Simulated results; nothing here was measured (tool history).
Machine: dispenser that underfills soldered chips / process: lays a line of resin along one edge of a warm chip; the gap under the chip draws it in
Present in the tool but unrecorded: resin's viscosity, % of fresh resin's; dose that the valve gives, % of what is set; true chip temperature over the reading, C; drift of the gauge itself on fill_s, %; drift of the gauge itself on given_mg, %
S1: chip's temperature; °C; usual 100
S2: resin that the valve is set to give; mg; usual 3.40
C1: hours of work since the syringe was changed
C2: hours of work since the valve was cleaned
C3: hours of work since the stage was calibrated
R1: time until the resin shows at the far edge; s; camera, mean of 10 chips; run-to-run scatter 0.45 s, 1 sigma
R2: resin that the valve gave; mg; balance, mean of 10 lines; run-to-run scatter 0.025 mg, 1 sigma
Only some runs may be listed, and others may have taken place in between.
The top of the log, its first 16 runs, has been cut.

-- hour=53.0 new syringe of resin
run 17 hour=56.2 | S1=100 S2=3.43 | C1=2 C2=36 C3=61 | R1=39.1 R2=3.32
run 18 hour=58.7 | S1=100 S2=3.43 | C1=4 C2=38 C3=62 | R1=45.4 R2=3.34
run 19 hour=62.8 | S1=86 S2=3.40 | C1=7 C2=41 C3=65 | R1=98.7 R2=3.28
run 20 hour=66.6 | S1=91 S2=3.64 | C1=9 C2=43 C3=68 | R1=99.0 R2=3.43
-- hour=70.4 new syringe of resin
run 21 hour=70.4 | S1=114 S2=3.64 | C1=0 C2=45 C3=70 | R1=19.2 R2=3.52
run 22 hour=75.1 | S1=114 S2=3.64 | C1=3 C2=49 C3=73 | R1=23.8 R2=3.44
run 23 hour=78.2 | S1=98 S2=4.13 | C1=5 C2=51 C3=75 | R1=53.1 R2=3.90
run 24 hour=82.2 | S1=98 S2=4.13 | C1=8 C2=53 C3=78 | R1=66.3 R2=3.90
run 25 hour=85.2 | S1=115 S2=2.94 | C1=10 C2=55 C3=80 | R1=43.5 R2=2.79
-- hour=87.9 new syringe of resin
run 26 hour=87.9 | S1=115 S2=2.94 | C1=0 C2=57 C3=82 | R1=20.4 R2=2.81
run 27 hour=92.3 | S1=115 S2=2.94 | C1=3 C2=60 C3=85 | R1=25.1 R2=2.81
-- hour=94.0 dispensing valve cleaned and set on the balance
run 28 hour=95.7 | S1=113 S2=3.42 | C1=5 C2=1 C3=86 | R1=29.2 R2=3.41
run 29 hour=99.4 | S1=113 S2=3.42 | C1=7 C2=4 C3=89 | R1=35.4 R2=3.43
run 30 hour=102.7 | S1=105 S2=4.37 | C1=9 C2=6 C3=91 | R1=56.6 R2=4.36
-- hour=106.2 new syringe of resin
run 31 hour=106.5 | S1=98 S2=3.13 | C1=0 C2=8 C3=93 | R1=36.3 R2=3.13
run 32 hour=109.1 | S1=93 S2=4.09 | C1=2 C2=10 C3=95 | R1=48.9 R2=4.08
run 33 hour=111.3 | S1=100 S2=4.20 | C1=3 C2=11 C3=96 | R1=41.0 R2=4.18
run 34 hour=115.8 | S1=115 S2=4.29 | C1=6 C2=14 C3=100 | R1=30.8 R2=4.23
run 35 hour=118.0 | S1=108 S2=3.04 | C1=8 C2=16 C3=101 | R1=46.3 R2=3.01
run 36 hour=122.7 | S1=101 S2=3.04 | C1=11 C2=19 C3=104 | R1=74.6 R2=3.02
-- hour=123.8 new syringe of resin
run 37 hour=127.6 | S1=106 S2=4.05 | C1=3 C2=22 C3=107 | R1=32.0 R2=3.97

Forecast each of these 4 alternatives for the next run:
run A hour=132.3 | S1=105 S2=3.32 | C1=6 C2=25 C3=110 | R1=? R2=?
run B hour=132.3 | S1=113 S2=3.10 | C1=6 C2=25 C3=110 | R1=? R2=?
run C hour=132.3 | S1=95 S2=3.35 | C1=6 C2=25 C3=110 | R1=? R2=?
run D hour=132.3 | S1=100 S2=4.24 | C1=6 C2=25 C3=110 | R1=? R2=?

run=A R1=42.8 R2=3.26
run=B R1=33.0 R2=3.03
run=C R1=63.7 R2=3.26
run=D R1=51.1 R2=4.15
What these runs would have given with no unlogged condition in the tool:
run=A R1=27.8 R2=3.34
run=B R1=21.5 R2=3.10
run=C R1=41.6 R2=3.34
run=D R1=33.5 R2=4.25
